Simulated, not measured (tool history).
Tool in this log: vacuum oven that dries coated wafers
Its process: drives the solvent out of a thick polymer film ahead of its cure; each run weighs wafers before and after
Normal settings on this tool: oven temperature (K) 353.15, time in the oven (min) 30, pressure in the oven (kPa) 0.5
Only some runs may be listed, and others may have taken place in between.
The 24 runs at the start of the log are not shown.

run,hour,oven temperature (K),time in the oven (min),pressure in the oven (kPa),hours of work since the thermocouples were calibrated,hours of work since the vacuum gauge was cleaned of residue,solvent left in the film (%)
25,206.8,354.15,15,0.71,356,321,8.59
# hour 209.5: vacuum gauge cleaned of residue and calibrated
26,216,361.15,44,0.457,360,3,0.82
27,224.5,353.15,33,1.538,364,8,3.83
28,237.6,353.15,37,0.991,371,14,3.05
29,246.9,353.15,37,0.991,376,19,2.95
30,253.7,367.15,37,0.991,379,22,0.72
31,261.4,353.15,23,0.924,383,26,5.9
# hour 271.4: vacuum gauge cleaned of residue and calibrated, once more
32,274.7,358.15,40,1.615,389,2,1.78
33,286.5,347.15,40,1.615,395,8,4.3
34,298.5,344.15,15,0.5,401,14,11.49
35,305.5,344.15,15,0.5,405,17,11.49
36,314.7,344.15,15,0.5,409,22,11.59
37,326.7,343.15,31,0.528,416,28,6.9
38,339.8,358.15,35,0.493,422,35,1.98

What if the next run were any one of these 5? Each begins from the tool's condition after run 38:
A,345.5,342.15,18,0.444,425,38,?
B,345.5,353.15,45,0.5,425,38,?
C,345.5,358.15,35,0.942,425,38,?
D,345.5,358.15,24,0.493,425,38,?
E,345.5,356.15,47,0.455,425,38,?

run,solvent left in the film (%)
A,10.95
B,1.84
C,2.03
D,4.12
E,1.17
Without the tool's unlogged condition, the same runs would have read:
run,solvent left in the film (%)
A,11.07
B,1.92
C,2.11
D,4.23
E,1.23

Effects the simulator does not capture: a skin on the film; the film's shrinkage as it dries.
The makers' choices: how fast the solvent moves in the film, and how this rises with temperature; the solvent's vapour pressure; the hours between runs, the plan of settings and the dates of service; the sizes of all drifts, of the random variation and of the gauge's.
